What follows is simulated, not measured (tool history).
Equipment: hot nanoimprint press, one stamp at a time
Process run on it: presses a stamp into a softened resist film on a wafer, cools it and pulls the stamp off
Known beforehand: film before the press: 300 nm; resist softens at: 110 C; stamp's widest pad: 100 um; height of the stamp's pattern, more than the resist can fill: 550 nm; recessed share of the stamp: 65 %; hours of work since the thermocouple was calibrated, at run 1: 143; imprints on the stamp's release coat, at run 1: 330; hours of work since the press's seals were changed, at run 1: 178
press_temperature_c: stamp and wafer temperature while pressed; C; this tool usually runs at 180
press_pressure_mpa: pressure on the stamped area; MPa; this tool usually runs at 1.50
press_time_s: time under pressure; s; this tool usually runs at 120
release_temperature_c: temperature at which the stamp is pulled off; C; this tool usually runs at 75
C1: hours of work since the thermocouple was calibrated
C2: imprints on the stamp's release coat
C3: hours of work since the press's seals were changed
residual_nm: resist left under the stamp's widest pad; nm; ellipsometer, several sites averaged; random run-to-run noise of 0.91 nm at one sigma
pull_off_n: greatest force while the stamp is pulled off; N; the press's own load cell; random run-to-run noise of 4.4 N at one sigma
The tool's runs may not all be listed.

run 1 day=0.000 | press_temperature_c=180 press_pressure_mpa=1.50 press_time_s=120 release_temperature_c=75 | C1=143 C2=330 C3=178 | residual_nm=132.6 pull_off_n=241
run 2 day=1.267 | press_temperature_c=180 press_pressure_mpa=1.50 press_time_s=120 release_temperature_c=75 | C1=155 C2=395 C3=191 | residual_nm=132.4 pull_off_n=238
run 3 day=2.338 | press_temperature_c=180 press_pressure_mpa=1.28 press_time_s=120 release_temperature_c=75 | C1=166 C2=450 C3=202 | residual_nm=144.5 pull_off_n=248
run 4 day=3.812 | press_temperature_c=180 press_pressure_mpa=1.28 press_time_s=120 release_temperature_c=75 | C1=181 C2=526 C3=217 | residual_nm=146.0 pull_off_n=255
run 5 day=5.296 | press_temperature_c=180 press_pressure_mpa=1.50 press_time_s=120 release_temperature_c=75 | C1=196 C2=602 C3=232 | residual_nm=132.2 pull_off_n=256
run 6 day=6.675 | press_temperature_c=180 press_pressure_mpa=1.50 press_time_s=120 release_temperature_c=75 | C1=210 C2=673 C3=246 | residual_nm=134.0 pull_off_n=249
run 7 day=8.679 | press_temperature_c=180 press_pressure_mpa=1.50 press_time_s=120 release_temperature_c=75 | C1=230 C2=776 C3=266 | residual_nm=134.2 pull_off_n=260
run 8 day=10.362 | press_temperature_c=178 press_pressure_mpa=1.50 press_time_s=120 release_temperature_c=61 | C1=247 C2=863 C3=283 | residual_nm=148.3 pull_off_n=345
run 9 day=12.904 | press_temperature_c=178 press_pressure_mpa=1.50 press_time_s=120 release_temperature_c=61 | C1=272 C2=993 C3=308 | residual_nm=148.7 pull_off_n=352
run 10 day=15.021 | press_temperature_c=178 press_pressure_mpa=1.50 press_time_s=120 release_temperature_c=61 | C1=294 C2=1102 C3=329 | residual_nm=151.7 pull_off_n=371
run 11 day=16.692 | press_temperature_c=169 press_pressure_mpa=2.28 press_time_s=120 release_temperature_c=61 | C1=310 C2=1188 C3=346 | residual_nm=191.0 pull_off_n=373
run 12 day=18.062 | press_temperature_c=169 press_pressure_mpa=2.28 press_time_s=120 release_temperature_c=61 | C1=324 C2=1258 C3=360 | residual_nm=190.8 pull_off_n=379
run 13 day=19.179 | press_temperature_c=180 press_pressure_mpa=1.70 press_time_s=120 release_temperature_c=75 | C1=335 C2=1315 C3=371 | residual_nm=128.5 pull_off_n=286
run 14 day=20.612 | press_temperature_c=183 press_pressure_mpa=1.70 press_time_s=105 release_temperature_c=75 | C1=350 C2=1389 C3=386 | residual_nm=116.6 pull_off_n=292

What if the next run were any one of these 5? Each begins from the tool's condition after run 14:
run A day=23.017 | press_temperature_c=183 press_pressure_mpa=1.70 press_time_s=66 release_temperature_c=75 | C1=374 C2=1512 C3=410 | residual_nm=? pull_off_n=?
run B day=23.017 | press_temperature_c=180 press_pressure_mpa=1.10 press_time_s=102 release_temperature_c=75 | C1=374 C2=1512 C3=410 | residual_nm=? pull_off_n=?
run C day=23.017 | press_temperature_c=180 press_pressure_mpa=1.50 press_time_s=207 release_temperature_c=68 | C1=374 C2=1512 C3=410 | residual_nm=? pull_off_n=?
run D day=23.017 | press_temperature_c=175 press_pressure_mpa=1.50 press_time_s=120 release_temperature_c=75 | C1=374 C2=1512 C3=410 | residual_nm=? pull_off_n=?
run E day=23.017 | press_temperature_c=185 press_pressure_mpa=1.70 press_time_s=105 release_temperature_c=75 | C1=374 C2=1512 C3=410 | residual_nm=? pull_off_n=?

run=A residual_nm=136.7 pull_off_n=310
run=B residual_nm=172.8 pull_off_n=297
run=C residual_nm=117.2 pull_off_n=330
run=D residual_nm=176.4 pull_off_n=293
run=E residual_nm=106.1 pull_off_n=295
Take away the tool's hidden state, keep each run's random variation, and the runs would have read:
run=A residual_nm=124.6 pull_off_n=221
run=B residual_nm=159.4 pull_off_n=211
run=C residual_nm=106.3 pull_off_n=235
run=D residual_nm=161.5 pull_off_n=208
run=E residual_nm=96.3 pull_off_n=210

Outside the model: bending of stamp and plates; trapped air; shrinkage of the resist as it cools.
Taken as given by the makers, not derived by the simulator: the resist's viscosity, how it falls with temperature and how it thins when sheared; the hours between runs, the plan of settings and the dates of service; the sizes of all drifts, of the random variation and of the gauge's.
